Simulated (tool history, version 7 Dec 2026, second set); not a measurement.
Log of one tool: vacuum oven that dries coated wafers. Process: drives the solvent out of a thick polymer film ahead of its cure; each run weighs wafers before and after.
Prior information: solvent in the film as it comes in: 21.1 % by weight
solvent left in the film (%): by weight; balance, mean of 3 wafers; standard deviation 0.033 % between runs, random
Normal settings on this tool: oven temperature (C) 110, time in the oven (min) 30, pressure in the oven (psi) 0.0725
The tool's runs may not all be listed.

run,day,oven temperature (C),time in the oven (min),pressure in the oven (psi),solvent left in the film (%)
1,0,110,30,0.0725,1.91
2,0.479,110,48,0.0725,0.84
3,1.117,110,48,0.0725,0.83
4,1.529,110,48,0.0725,0.82
5,2.162,110,48,0.0725,0.8
6,2.817,110,48,0.0725,0.8
7,3.308,110,30,0.0725,1.94
8,3.746,110,22,0.0725,3.22
9,4.4,110,22,0.0725,3.21
10,4.712,110,22,0.0725,3.24
11,5.017,110,22,0.0725,3.23
12,5.679,110,22,0.0725,3.24
13,6.346,110,22,0.0725,3.18
14,7.004,111,30,0.0725,1.78
15,7.512,111,30,0.0725,1.78
16,8.058,111,30,0.0725,1.75
17,8.546,110,30,0.0725,1.95
18,9.062,110,30,0.0725,1.91
19,9.362,110,30,0.0725,1.87
20,9.779,99,30,0.0725,4.22
21,10.208,99,30,0.0725,4.25
22,10.838,102,24,0.0757,4.77
23,11.346,102,24,0.0757,4.75
24,11.992,102,46,0.0922,1.89
25,12.388,102,20,0.045,5.59
26,12.929,105,30,0.0413,2.56
27,13.483,105,30,0.0413,2.63
28,14.138,113,30,0.0467,1.32
29,14.429,110,23,0.1358,3.34
30,14.754,97,30,0.0725,4.78
31,15.129,97,30,0.0725,4.77
32,15.671,97,30,0.0725,4.72
33,16.108,98,30,0.0725,4.42

Run 34, settings as shown, results not yet in. Your forecast:
34,16.417,98,30,0.0725,?

{"run 34": {"solvent left in the film (%)": 4.5}}
On a tool with no hidden condition, and with the same random variation, this run would have come out at solvent left in the film (%) 4.45.
